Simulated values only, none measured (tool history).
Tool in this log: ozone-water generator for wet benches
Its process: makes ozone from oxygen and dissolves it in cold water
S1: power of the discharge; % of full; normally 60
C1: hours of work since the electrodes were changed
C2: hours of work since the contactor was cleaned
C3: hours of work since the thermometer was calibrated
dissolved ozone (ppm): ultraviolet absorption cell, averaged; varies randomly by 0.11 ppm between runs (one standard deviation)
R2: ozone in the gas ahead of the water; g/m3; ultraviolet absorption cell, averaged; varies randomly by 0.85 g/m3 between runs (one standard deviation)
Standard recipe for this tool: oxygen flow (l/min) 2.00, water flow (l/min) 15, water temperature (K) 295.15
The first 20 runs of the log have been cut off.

run 21 day=51.583 | S1=60 oxygen_flow_(l/min)=2.00 water_flow_(l/min)=18 water_temperature_(K)=295.15 | C1=1718 C2=2002 C3=120 | dissolved_ozone_(ppm)=7.3 R2=130.7
run 22 day=54.125 | S1=60 oxygen_flow_(l/min)=2.00 water_flow_(l/min)=18 water_temperature_(K)=295.15 | C1=1757 C2=2040 C3=158 | dissolved_ozone_(ppm)=7.2 R2=129.7
run 23 day=57.442 | S1=60 oxygen_flow_(l/min)=2.00 water_flow_(l/min)=18 water_temperature_(K)=295.15 | C1=1807 C2=2090 C3=208 | dissolved_ozone_(ppm)=7.1 R2=129.3
run 24 day=59.067 | S1=60 oxygen_flow_(l/min)=2.00 water_flow_(l/min)=16 water_temperature_(K)=297.15 | C1=1831 C2=2114 C3=233 | dissolved_ozone_(ppm)=7.9 R2=128.6
run 25 day=61.046 | S1=60 oxygen_flow_(l/min)=2.00 water_flow_(l/min)=16 water_temperature_(K)=297.15 | C1=1861 C2=2144 C3=263 | dissolved_ozone_(ppm)=7.9 R2=128.6
run 26 day=62.858 | S1=60 oxygen_flow_(l/min)=2.00 water_flow_(l/min)=16 water_temperature_(K)=297.15 | C1=1888 C2=2171 C3=290 | dissolved_ozone_(ppm)=7.7 R2=127.8
run 27 day=65.304 | S1=83 oxygen_flow_(l/min)=2.27 water_flow_(l/min)=19 water_temperature_(K)=295.15 | C1=1925 C2=2208 C3=327 | dissolved_ozone_(ppm)=8.8 R2=156.3
run 28 day=66.788 | S1=83 oxygen_flow_(l/min)=2.27 water_flow_(l/min)=19 water_temperature_(K)=295.15 | C1=1947 C2=2231 C3=349 | dissolved_ozone_(ppm)=8.9 R2=154.6
run 29 day=68.912 | S1=65 oxygen_flow_(l/min)=1.15 water_flow_(l/min)=10 water_temperature_(K)=295.15 | C1=1979 C2=2263 C3=381 | dissolved_ozone_(ppm)=13.1 R2=190.3
run 30 day=72.342 | S1=97 oxygen_flow_(l/min)=3.18 water_flow_(l/min)=17 water_temperature_(K)=300.15 | C1=2031 C2=2314 C3=433 | dissolved_ozone_(ppm)=10.6 R2=143.5
run 31 day=74.246 | S1=97 oxygen_flow_(l/min)=3.18 water_flow_(l/min)=17 water_temperature_(K)=300.15 | C1=2060 C2=2343 C3=462 | dissolved_ozone_(ppm)=10.7 R2=144.7
run 32 day=76.167 | S1=42 oxygen_flow_(l/min)=2.00 water_flow_(l/min)=10 water_temperature_(K)=295.15 | C1=2089 C2=2372 C3=490 | dissolved_ozone_(ppm)=9.6 R2=96.4

4 ways to go on from here, each from the tool as it stands after run 32. What would each give?
run A day=79.504 | S1=60 oxygen_flow_(l/min)=1.77 water_flow_(l/min)=15 water_temperature_(K)=293.15 | C1=2139 C2=2422 C3=541 | dissolved_ozone_(ppm)=? R2=?
run B day=79.504 | S1=46 oxygen_flow_(l/min)=2.07 water_flow_(l/min)=10 water_temperature_(K)=295.15 | C1=2139 C2=2422 C3=541 | dissolved_ozone_(ppm)=? R2=?
run C day=79.504 | S1=60 oxygen_flow_(l/min)=1.18 water_flow_(l/min)=10 water_temperature_(K)=289.15 | C1=2139 C2=2422 C3=541 | dissolved_ozone_(ppm)=? R2=?
run D day=79.504 | S1=42 oxygen_flow_(l/min)=3.22 water_flow_(l/min)=23 water_temperature_(K)=295.15 | C1=2139 C2=2422 C3=541 | dissolved_ozone_(ppm)=? R2=?

run=A dissolved_ozone_(ppm)=8.7 R2=137.4
run=B dissolved_ozone_(ppm)=10.2 R2=102.0
run=C dissolved_ozone_(ppm)=12.7 R2=174.4
run=D dissolved_ozone_(ppm)=4.3 R2=71.4
Stripped of hidden state, with their random variation kept, the same runs would have yielded:
run=A dissolved_ozone_(ppm)=9.5 R2=146.0
run=B dissolved_ozone_(ppm)=10.9 R2=106.8
run=C dissolved_ozone_(ppm)=13.8 R2=185.3
run=D dissolved_ozone_(ppm)=4.6 R2=74.4
